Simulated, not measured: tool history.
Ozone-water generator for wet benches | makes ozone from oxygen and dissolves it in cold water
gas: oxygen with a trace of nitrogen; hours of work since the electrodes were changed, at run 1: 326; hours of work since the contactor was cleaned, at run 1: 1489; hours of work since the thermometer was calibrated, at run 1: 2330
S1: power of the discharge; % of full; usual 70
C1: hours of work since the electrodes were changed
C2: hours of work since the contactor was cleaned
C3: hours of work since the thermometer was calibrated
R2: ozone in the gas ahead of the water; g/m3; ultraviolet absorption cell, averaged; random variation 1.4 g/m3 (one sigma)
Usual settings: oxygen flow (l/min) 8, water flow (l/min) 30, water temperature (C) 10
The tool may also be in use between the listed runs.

run 1 day=0 | S1=70 oxygen_flow_(l/min)=8 water_flow_(l/min)=30 water_temperature_(C)=10 | C1=326 C2=1489 C3=2330 | dissolved_ozone_(ppm)=24.6 R2=263.1
run 2 day=2.288 | S1=70 oxygen_flow_(l/min)=8 water_flow_(l/min)=30 water_temperature_(C)=10 | C1=378 C2=1541 C3=2382 | dissolved_ozone_(ppm)=24.2 R2=261.5
run 3 day=4.504 | S1=70 oxygen_flow_(l/min)=8 water_flow_(l/min)=30 water_temperature_(C)=10 | C1=428 C2=1592 C3=2432 | dissolved_ozone_(ppm)=24.5 R2=259.3
run 4 day=6.312 | S1=53 oxygen_flow_(l/min)=8 water_flow_(l/min)=30 water_temperature_(C)=10 | C1=470 C2=1633 C3=2474 | dissolved_ozone_(ppm)=21.1 R2=227.7
run 5 day=8.233 | S1=53 oxygen_flow_(l/min)=8 water_flow_(l/min)=30 water_temperature_(C)=10 | C1=513 C2=1677 C3=2517 | dissolved_ozone_(ppm)=21 R2=225.7
run 6 day=9.279 | S1=70 oxygen_flow_(l/min)=8 water_flow_(l/min)=30 water_temperature_(C)=8 | C1=537 C2=1701 C3=2541 | dissolved_ozone_(ppm)=25 R2=259.5
run 7 day=10.521 | S1=70 oxygen_flow_(l/min)=8 water_flow_(l/min)=30 water_temperature_(C)=8 | C1=565 C2=1729 C3=2570 | dissolved_ozone_(ppm)=24.9 R2=259.1
run 8 day=11.767 | S1=70 oxygen_flow_(l/min)=8 water_flow_(l/min)=23 water_temperature_(C)=8 | C1=594 C2=1757 C3=2598 | dissolved_ozone_(ppm)=32.4 R2=259.5
run 9 day=13.358 | S1=70 oxygen_flow_(l/min)=8 water_flow_(l/min)=23 water_temperature_(C)=8 | C1=630 C2=1794 C3=2634 | dissolved_ozone_(ppm)=32.5 R2=260.3
run 10 day=14.775 | S1=70 oxygen_flow_(l/min)=8.96 water_flow_(l/min)=30 water_temperature_(C)=10 | C1=662 C2=1826 C3=2667 | dissolved_ozone_(ppm)=23.8 R2=240.7
run 11 day=16.071 | S1=70 oxygen_flow_(l/min)=8.96 water_flow_(l/min)=30 water_temperature_(C)=10 | C1=692 C2=1856 C3=2696 | dissolved_ozone_(ppm)=24 R2=241.3
run 12 day=17.204 | S1=70 oxygen_flow_(l/min)=8.96 water_flow_(l/min)=30 water_temperature_(C)=10 | C1=718 C2=1881 C3=2722 | dissolved_ozone_(ppm)=23.8 R2=238.3
run 13 day=18.654 | S1=66 oxygen_flow_(l/min)=8 water_flow_(l/min)=30 water_temperature_(C)=8 | C1=751 C2=1915 C3=2755 | dissolved_ozone_(ppm)=24 R2=251
run 14 day=21.15 | S1=66 oxygen_flow_(l/min)=8 water_flow_(l/min)=30 water_temperature_(C)=8 | C1=808 C2=1971 C3=2812 | dissolved_ozone_(ppm)=23.6 R2=251.2
-- day=21.329 water thermometer calibrated
run 15 day=22.817 | S1=66 oxygen_flow_(l/min)=8 water_flow_(l/min)=30 water_temperature_(C)=8 | C1=845 C2=2009 C3=34 | dissolved_ozone_(ppm)=23.7 R2=250.9
run 16 day=24.383 | S1=70 oxygen_flow_(l/min)=7.08 water_flow_(l/min)=20 water_temperature_(C)=6 | C1=881 C2=2045 C3=70 | dissolved_ozone_(ppm)=37.7 R2=277.7
run 17 day=26.254 | S1=70 oxygen_flow_(l/min)=7.08 water_flow_(l/min)=20 water_temperature_(C)=6 | C1=924 C2=2087 C3=112 | dissolved_ozone_(ppm)=37.6 R2=274.5
-- day=26.488 water thermometer calibrated, once more
run 18 day=27.458 | S1=70 oxygen_flow_(l/min)=5.7 water_flow_(l/min)=38 water_temperature_(C)=6 | C1=951 C2=2114 C3=22 | dissolved_ozone_(ppm)=18.6 R2=314.4
run 19 day=29.404 | S1=70 oxygen_flow_(l/min)=5.52 water_flow_(l/min)=30 water_temperature_(C)=17 | C1=995 C2=2159 C3=66 | dissolved_ozone_(ppm)=21.8 R2=323.2
run 20 day=31.058 | S1=59 oxygen_flow_(l/min)=5.89 water_flow_(l/min)=30 water_temperature_(C)=10 | C1=1033 C2=2196 C3=104 | dissolved_ozone_(ppm)=21.7 R2=282.5
run 21 day=32.925 | S1=59 oxygen_flow_(l/min)=5.89 water_flow_(l/min)=30 water_temperature_(C)=10 | C1=1075 C2=2239 C3=147 | dissolved_ozone_(ppm)=21.9 R2=284.9
run 22 day=34.467 | S1=59 oxygen_flow_(l/min)=10.71 water_flow_(l/min)=30 water_temperature_(C)=7 | C1=1110 C2=2274 C3=182 | dissolved_ozone_(ppm)=22.3 R2=194.1

Forecast each of these 3 alternatives for the next run:
run A day=36.175 | S1=72 oxygen_flow_(l/min)=13.78 water_flow_(l/min)=30 water_temperature_(C)=6 | C1=1149 C2=2313 C3=221 | dissolved_ozone_(ppm)=? R2=?
run B day=36.175 | S1=49 oxygen_flow_(l/min)=5.53 water_flow_(l/min)=30 water_temperature_(C)=10 | C1=1149 C2=2313 C3=221 | dissolved_ozone_(ppm)=? R2=?
run C day=36.175 | S1=70 oxygen_flow_(l/min)=8 water_flow_(l/min)=30 water_temperature_(C)=14 | C1=1149 C2=2313 C3=221 | dissolved_ozone_(ppm)=? R2=?

run=A dissolved_ozone_(ppm)=24.8 R2=183.4
run=B dissolved_ozone_(ppm)=19.9 R2=269
run=C dissolved_ozone_(ppm)=22.4 R2=252.9
Without the tool's hidden state the same runs would have given:
run=A dissolved_ozone_(ppm)=26.7 R2=191.8
run=B dissolved_ozone_(ppm)=21.2 R2=279
run=C dissolved_ozone_(ppm)=24.1 R2=264.3

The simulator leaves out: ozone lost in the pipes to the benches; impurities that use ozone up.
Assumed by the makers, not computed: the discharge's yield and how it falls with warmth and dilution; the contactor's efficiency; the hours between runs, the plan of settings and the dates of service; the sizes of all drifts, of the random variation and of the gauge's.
